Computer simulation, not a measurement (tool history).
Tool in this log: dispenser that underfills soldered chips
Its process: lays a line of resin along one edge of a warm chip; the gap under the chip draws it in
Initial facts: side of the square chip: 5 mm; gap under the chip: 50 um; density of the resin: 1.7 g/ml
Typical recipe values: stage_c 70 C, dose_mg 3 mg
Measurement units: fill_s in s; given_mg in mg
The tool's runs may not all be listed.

run 1 hour=0 | stage_c=70 dose_mg=3 | fill_s=21.1 given_mg=2.89
run 2 hour=4.2 | stage_c=64 dose_mg=3 | fill_s=33.8 given_mg=2.88
run 3 hour=7.4 | stage_c=70 dose_mg=3 | fill_s=32.9 given_mg=2.88
-- hour=11.1 new syringe of resin
run 4 hour=11.3 | stage_c=70 dose_mg=3 | fill_s=22.2 given_mg=2.9
run 5 hour=14.5 | stage_c=70 dose_mg=2.92 | fill_s=26.4 given_mg=2.78
run 6 hour=18.5 | stage_c=70 dose_mg=3.1 | fill_s=32.2 given_mg=2.96
-- hour=21.7 dispensing valve cleaned and set on the balance
run 7 hour=22.1 | stage_c=70 dose_mg=3.1 | fill_s=36.7 given_mg=3.1
-- hour=23.2 new syringe of resin
run 8 hour=26.1 | stage_c=70 dose_mg=3.1 | fill_s=25.9 given_mg=3.07
run 9 hour=31.2 | stage_c=72 dose_mg=3.6 | fill_s=30.6 given_mg=3.58
-- hour=34.2 new syringe of resin
run 10 hour=36.5 | stage_c=70 dose_mg=3.18 | fill_s=24.6 given_mg=3.11

Forecast run 11:
run 11 hour=39.1 | stage_c=61 dose_mg=2.55 | fill_s=? given_mg=?

For run 11 the tool returned fill_s 38.4 s, given_mg 2.56 mg.
With the hidden condition absent and the run-to-run variation left alone, this run would have shown fill_s 30 s, given_mg 2.59 mg.

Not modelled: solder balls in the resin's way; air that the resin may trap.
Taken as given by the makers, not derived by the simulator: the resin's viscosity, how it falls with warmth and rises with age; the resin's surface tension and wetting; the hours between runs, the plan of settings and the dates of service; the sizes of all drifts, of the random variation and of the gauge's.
